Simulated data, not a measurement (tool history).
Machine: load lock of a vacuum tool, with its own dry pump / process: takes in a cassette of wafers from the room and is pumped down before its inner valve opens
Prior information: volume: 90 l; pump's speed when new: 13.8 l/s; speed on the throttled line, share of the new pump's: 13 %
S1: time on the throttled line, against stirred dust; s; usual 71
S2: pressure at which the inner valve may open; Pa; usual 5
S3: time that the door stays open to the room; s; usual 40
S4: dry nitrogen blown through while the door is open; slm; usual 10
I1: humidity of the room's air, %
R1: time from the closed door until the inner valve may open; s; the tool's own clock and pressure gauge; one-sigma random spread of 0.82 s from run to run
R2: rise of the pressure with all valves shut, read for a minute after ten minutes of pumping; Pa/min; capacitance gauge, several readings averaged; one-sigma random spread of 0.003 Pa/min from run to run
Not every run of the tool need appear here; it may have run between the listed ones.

run    hour  S1  S2   S3  S4    I1     R1     R2
  1       0  71   5   40  10  42.5  129.8  0.029
  2    71.3  71   5   40  10  45.8  129.9  0.032
  3   126.3  71   5   40  10  40.3  131.7  0.032
  4   257.5  71   5   35  10  46.5  132.6  0.029
  5   378.3  71   5   35  10    48  131.1  0.035
  6   498.9  71   5   35  10  42.8  130.9  0.032
  7   592.5  71   5   47  10  46.6  132.1  0.038
  8   660.7  71   5   47  10  43.9  132.1  0.036
  9   745.6  71   5   47  10  43.5  129.5  0.035
 10   831.7  71   5   47  10  44.4  132.5  0.036
 11   950.8  71   5   47  10    43  131.5  0.034
 12  1072.9  71   5   40  10  42.5  132.3  0.038
 13  1190.5  71   5   40  10    43  131.7  0.034
 14  1245.3  71   6   40  10  43.4  132.3  0.036
 15  1306.2  71   6   40  10  42.5  131.4   0.04
 16  1384.4  71   6   45  10  44.1  131.9  0.044
 17  1468.2  71   6   45  10  44.8  132.5  0.039
 18  1592.4  47   5   62  19  40.7  113.1  0.039
 19  1658.3  36   6  177   4  45.8  101.7  0.103
 20  1771.7  36   6  177   4  43.4  101.6  0.107
 21  1837.1  36   6  177   4    45  102.3   0.11
 22  1903.4  36   6  177   4  46.6  102.7  0.115
 23  1973.2  36   6  160  33  45.2  100.7  0.051
 24  2101.9  55   5  192  10    45  118.7  0.084
 25  2220.2  55   5  192  10  44.6  119.9  0.089
 26  2346.1  55   5  192  10  43.8  120.4  0.091
 27  2426.9  55   5  192  10  46.2  120.8  0.095
 28  2544.6  55   5  192  10  44.6  121.2  0.091
 29  2668.4  55   5  192  10  43.9  120.3  0.091
 30  2787.8  55   5  192  10  44.2  121.2  0.092

Below are 5 alternative next runs, each starting from the tool's condition after run 30. Predict each:
  A  2887.7  48   5  192  10  45.7   ?   ?
  B  2887.7  71   5   40  10  43.7   ?   ?
  C  2887.7  71   5   40  15  46.7   ?   ?
  D  2887.7  55   4  192  10  45.3   ?   ?
  E  2887.7  55   8  192  15  44.4   ?   ?

run     R1     R2
  A  116.1  0.091
  B    134  0.057
  C  133.8  0.047
  D  121.6  0.095
  E  117.4  0.076
Take away the tool's hidden state, keep each run's random variation, and the runs would have read:
run     R1     R2
  A  108.4   0.06
  B  126.8  0.027
  C  126.6  0.016
  D    114  0.064
  E  110.2  0.045
